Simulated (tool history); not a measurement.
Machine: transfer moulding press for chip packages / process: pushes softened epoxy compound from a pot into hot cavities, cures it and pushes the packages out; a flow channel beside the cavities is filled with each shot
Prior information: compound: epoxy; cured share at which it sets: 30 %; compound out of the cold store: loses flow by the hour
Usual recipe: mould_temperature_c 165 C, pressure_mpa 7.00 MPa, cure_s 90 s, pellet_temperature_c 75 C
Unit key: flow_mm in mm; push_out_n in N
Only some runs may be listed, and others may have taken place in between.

| run | hour | mould_temperature_c | pressure_mpa | cure_s | pellet_temperature_c | incoming compound's hours out of the cold store | flow_mm | push_out_n |
|---|---|---|---|---|---|---|---|---|
| 1 | 0.0 | 165 | 7.00 | 90 | 75 | 14.2 | 846 | 334 |
| 2 | 48.5 | 165 | 7.00 | 90 | 75 | 8.1 | 869 | 348 |
|  | 55.2 | cavities cleaned with cleaning compound and waxed |
|  | 82.9 | plunger's sealing rings changed |
| 3 | 123.9 | 165 | 7.00 | 90 | 75 | 43.1 | 745 | 323 |
|  | 153.3 | cavities cleaned with cleaning compound and waxed |
| 4 | 155.9 | 165 | 7.00 | 90 | 75 | 35.3 | 770 | 312 |
| 5 | 227.0 | 165 | 6.26 | 90 | 75 | 24.8 | 759 | 310 |
|  | 244.8 | cavities cleaned with cleaning compound and waxed |
| 6 | 282.2 | 165 | 7.00 | 90 | 81 | 45.7 | 741 | 295 |
| 7 | 326.3 | 165 | 7.00 | 112 | 75 | 17.4 | 838 | 232 |
|  | 341.1 | cavities cleaned with cleaning compound and waxed |
|  | 363.4 | plunger's sealing rings changed |
| 8 | 380.1 | 169 | 7.00 | 112 | 73 | 29.2 | 775 | 223 |
|  | 435.2 | cavities cleaned with cleaning compound and waxed |
| 9 | 439.7 | 157 | 7.00 | 112 | 73 | 41.3 | 779 | 328 |
| 10 | 477.6 | 160 | 7.00 | 95 | 78 | 10.8 | 880 | 405 |
|  | 527.5 | cavities cleaned with cleaning compound and waxed |
| 11 | 549.8 | 168 | 6.29 | 71 | 82 | 14.4 | 789 | 457 |
|  | 620.9 | cavities cleaned with cleaning compound and waxed |
| 12 | 625.4 | 164 | 6.54 | 86 | 71 | 22.8 | 788 | 388 |
|  | 644.7 | plunger's sealing rings changed |
|  | 672.3 | mould's thermocouples calibrated |
| 13 | 702.6 | 165 | 8.22 | 90 | 75 | 47.8 | 792 | 302 |

What if the next run were any one of these 3? Each begins from the tool's condition after run 13:
|  | 722.3 | cavities cleaned with cleaning compound and waxed |
| A | 748.5 | 168 | 7.00 | 90 | 75 | 25.3 | ? | ? |
|  | 722.3 | cavities cleaned with cleaning compound and waxed |
| B | 748.5 | 165 | 5.55 | 90 | 75 | 15.8 | ? | ? |
|  | 722.3 | cavities cleaned with cleaning compound and waxed |
| C | 748.5 | 160 | 7.00 | 90 | 75 | 39.5 | ? | ? |

| run | flow_mm | push_out_n |
|---|---|---|
| A | 790 | 265 |
| B | 734 | 319 |
| C | 769 | 441 |
Had the tool no hidden state, the same runs would have come out as:
| run | flow_mm | push_out_n |
|---|---|---|
| A | 791 | 263 |
| B | 735 | 317 |
| C | 770 | 438 |
